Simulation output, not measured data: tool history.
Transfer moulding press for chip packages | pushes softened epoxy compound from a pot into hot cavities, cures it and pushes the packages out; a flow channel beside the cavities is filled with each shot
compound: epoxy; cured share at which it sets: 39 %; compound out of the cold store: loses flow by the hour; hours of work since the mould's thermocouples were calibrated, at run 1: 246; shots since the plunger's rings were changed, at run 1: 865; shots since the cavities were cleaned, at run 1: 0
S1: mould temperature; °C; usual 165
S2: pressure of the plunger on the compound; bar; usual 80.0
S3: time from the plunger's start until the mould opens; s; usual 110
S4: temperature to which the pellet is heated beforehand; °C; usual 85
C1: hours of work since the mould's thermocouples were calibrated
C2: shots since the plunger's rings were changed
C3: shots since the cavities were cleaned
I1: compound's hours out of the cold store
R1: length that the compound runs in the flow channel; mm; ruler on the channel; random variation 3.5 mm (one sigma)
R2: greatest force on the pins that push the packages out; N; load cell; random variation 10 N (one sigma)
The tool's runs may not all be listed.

Run 1, hour 0.0: usual settings; C1 246; C2 865; C3 0; I1 41.8. Result: R1 601 mm, R2 473 N.
Run 2, hour 24.2: usual settings; C1 260; C2 1081; C3 216; I1 19.8. Result: R1 682 mm, R2 612 N.
Run 3, hour 44.0: usual settings; C1 272; C2 1258; C3 393; I1 11.5. Result: R1 710 mm, R2 754 N.
Run 4, hour 57.6: usual settings but S3 147 s; C1 280; C2 1380; C3 515; I1 22.3. Result: R1 663 mm, R2 603 N.
Run 5, hour 81.3: usual settings; C1 293; C2 1592; C3 727; I1 13.0. Result: R1 701 mm, R2 891 N.
At hour 84.4: cavities cleaned with cleaning compound and waxed.
Run 6, hour 93.6: usual settings; C1 300; C2 1688; C3 82; I1 45.7. Result: R1 590 mm, R2 532 N.
Run 7, hour 106.8: usual settings but S1 157 °C; C1 307; C2 1806; C3 200; I1 8.9. Result: R1 737 mm, R2 1175 N.
Run 8, hour 130.2: usual settings; C1 321; C2 2015; C3 409; I1 29.6. Result: R1 639 mm, R2 713 N.
At hour 135.7: mould's thermocouples calibrated.
Run 9, hour 154.7: usual settings; C1 11; C2 2216; C3 610; I1 27.0. Result: R1 643 mm, R2 807 N.
At hour 169.5: cavities cleaned with cleaning compound and waxed.
Run 10, hour 173.9: usual settings; C1 21; C2 2374; C3 39; I1 30.8. Result: R1 627 mm, R2 519 N.
Run 11, hour 187.0: usual settings but S4 91 °C; C1 29; C2 2491; C3 156; I1 45.7. Result: R1 582 mm, R2 580 N.
At hour 204.7: mould's thermocouples calibrated, once more.
Run 12, hour 204.7: usual settings; C1 0; C2 2632; C3 297; I1 39.0. Result: R1 606 mm, R2 616 N.
Run 13, hour 223.3: usual settings; C1 11; C2 2798; C3 463; I1 39.2. Result: R1 593 mm, R2 672 N.
Run 14, hour 238.1: usual settings; C1 19; C2 2931; C3 596; I1 45.2. Result: R1 578 mm, R2 729 N.
Run 15, hour 251.0: usual settings but S1 163 °C, S2 81.8 bar, S3 147 s; C1 27; C2 3045; C3 710; I1 10.5. Result: R1 706 mm, R2 654 N.
At hour 254.6: cavities cleaned with cleaning compound and waxed.
Run 16, hour 267.4: usual settings but S1 163 °C, S2 81.8 bar, S3 147 s; C1 36; C2 3179; C3 114; I1 32.9. Result: R1 625 mm, R2 439 N.
Run 17, hour 287.6: usual settings but S1 169 °C, S2 68.6 bar, S3 146 s; C1 47; C2 3360; C3 295; I1 27.0. Result: R1 587 mm, R2 511 N.
Run 18, hour 297.9: usual settings but S1 170 °C; C1 53; C2 3451; C3 386; I1 14.5. Result: R1 672 mm, R2 586 N.
Run 19, hour 310.4: usual settings but S1 167 °C, S2 99.9 bar, S4 77 °C; C1 61; C2 3564; C3 499; I1 12.3. Result: R1 767 mm, R2 701 N.
Run 20, hour 334.0: usual settings but S4 80 °C; C1 74; C2 3774; C3 709; I1 31.0. Result: R1 622 mm, R2 787 N.
At hour 339.5: cavities cleaned with cleaning compound and waxed.
Run 21, hour 348.3: usual settings but S4 80 °C; C1 82; C2 3889; C3 79; I1 17.9. Result: R1 657 mm, R2 573 N.
Run 22, hour 359.3: usual settings but S1 160 °C, S2 70.3 bar, S3 115 s, S4 87 °C; C1 88; C2 3988; C3 178; I1 39.3. Result: R1 558 mm, R2 710 N.
Run 23, hour 382.2: usual settings but S1 166 °C, S2 74.3 bar; C1 102; C2 4192; C3 382; I1 33.3. Result: R1 581 mm, R2 647 N.
At hour 391.1: plunger's sealing rings changed.
Run 24, hour 408.1: usual settings but S1 163 °C, S3 107 s, S4 81 °C; C1 115; C2 152; C3 591; I1 23.3. Result: R1 675 mm, R2 938 N.
At hour 426.3: cavities cleaned with cleaning compound and waxed.
Run 25, hour 426.3: usual settings but S1 163 °C, S3 107 s, S4 81 °C; C1 125; C2 301; C3 0; I1 31.6. Result: R1 644 mm, R2 544 N.
Run 26, hour 442.6: usual settings but S1 170 °C, S2 98.6 bar, S3 100 s, S4 95 °C; C1 134; C2 447; C3 146; I1 33.5. Result: R1 695 mm, R2 523 N.
Run 27, hour 462.7: usual settings but S2 89.9 bar; C1 146; C2 627; C3 326; I1 24.0. Result: R1 706 mm, R2 665 N.
Run 28, hour 483.1: usual settings but S2 65.5 bar, S3 121 s, S4 81 °C; C1 158; C2 809; C3 508; I1 35.0. Result: R1 566 mm, R2 644 N.

Some steps in R1 between neighbouring runs. How much of each would the tool show without its hidden state too (settings, what came in, random variation), and how much is left for the hidden state, with any gauge scatter that isn't in both results?
The hidden state here: true mould temperature over the reading, C; pressure that reaches the compound, % of what is set; grip of the stained cavities, % over clean ones'; drift of the gauge itself on flow_mm, %; drift of the gauge itself on push_out_n, %.
Run 6 -> 7: S1 165 -> 157. R1 +147 mm: hidden state -3, all else +150.
Run 14 -> 15: S1 165 -> 163, S2 80.0 -> 81.8, S3 110 -> 147. R1 +128 mm: hidden state -6, all else +134.
Run 19 -> 20: S1 167 -> 165, S2 99.9 -> 80.0, S4 77 -> 80. R1 -145 mm: hidden state +5, all else -150.
Run 23 -> 24: S1 166 -> 163, S2 74.3 -> 80.0, S3 110 -> 107, S4 85 -> 81, plunger's sealing rings changed. R1 +94 mm: hidden state +27, all else +67.
